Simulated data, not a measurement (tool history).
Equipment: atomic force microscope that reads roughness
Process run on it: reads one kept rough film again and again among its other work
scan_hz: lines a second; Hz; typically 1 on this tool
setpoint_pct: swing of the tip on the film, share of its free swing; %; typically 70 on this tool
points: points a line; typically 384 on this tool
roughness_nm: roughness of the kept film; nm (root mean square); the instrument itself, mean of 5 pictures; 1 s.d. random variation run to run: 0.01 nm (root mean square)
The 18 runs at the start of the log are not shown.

run,day,scan_hz,setpoint_pct,points,pictures with this tip,hours of work since the height scale was calibrated,roughness_nm
19,6.092,2.89,70,384,186,337,2.15
20,6.512,1.83,79,790,207,344,2.162
21,6.9,1.83,79,790,226,349,2.138
22,7.15,1.83,79,790,238,353,2.136
23,7.5,1.83,90,291,255,358,2.064
# day 7.762: new tip fitted
24,7.875,0.73,70,771,6,363,2.334
25,8.3,2.35,70,783,27,370,2.255
26,8.712,2.35,70,783,48,376,2.265
27,9.1,1.76,83,341,67,382,2.2
28,9.296,1.76,83,341,76,384,2.193
29,9.654,1.76,83,341,94,390,2.176
30,9.846,1.76,83,341,104,393,2.198
31,10.046,3.48,70,384,114,396,2.176
32,10.279,2.75,70,724,125,399,2.22
33,10.596,2.75,78,339,141,404,2.133
34,10.971,1,87,384,159,409,2.2
35,11.154,1,72,643,169,412,2.255
36,11.558,1,72,643,189,418,2.236
37,11.879,2.49,79,410,205,423,2.119
38,12.154,3.78,76,410,218,427,2.05

Predict each of these 5 candidate next runs independently; none follows another, all start after run 38:
A,12.383,1,56,384,229,430,?
B,12.383,1,66,340,229,430,?
C,12.383,1.39,88,410,229,430,?
D,12.383,2.26,67,953,229,430,?
E,12.383,0.64,60,410,229,430,?

run,roughness_nm
A,2.236
B,2.216
C,2.135
D,2.185
E,2.239
What these runs would have given with no unlogged condition in the tool:
run,roughness_nm
A,2.352
B,2.331
C,2.246
D,2.298
E,2.355
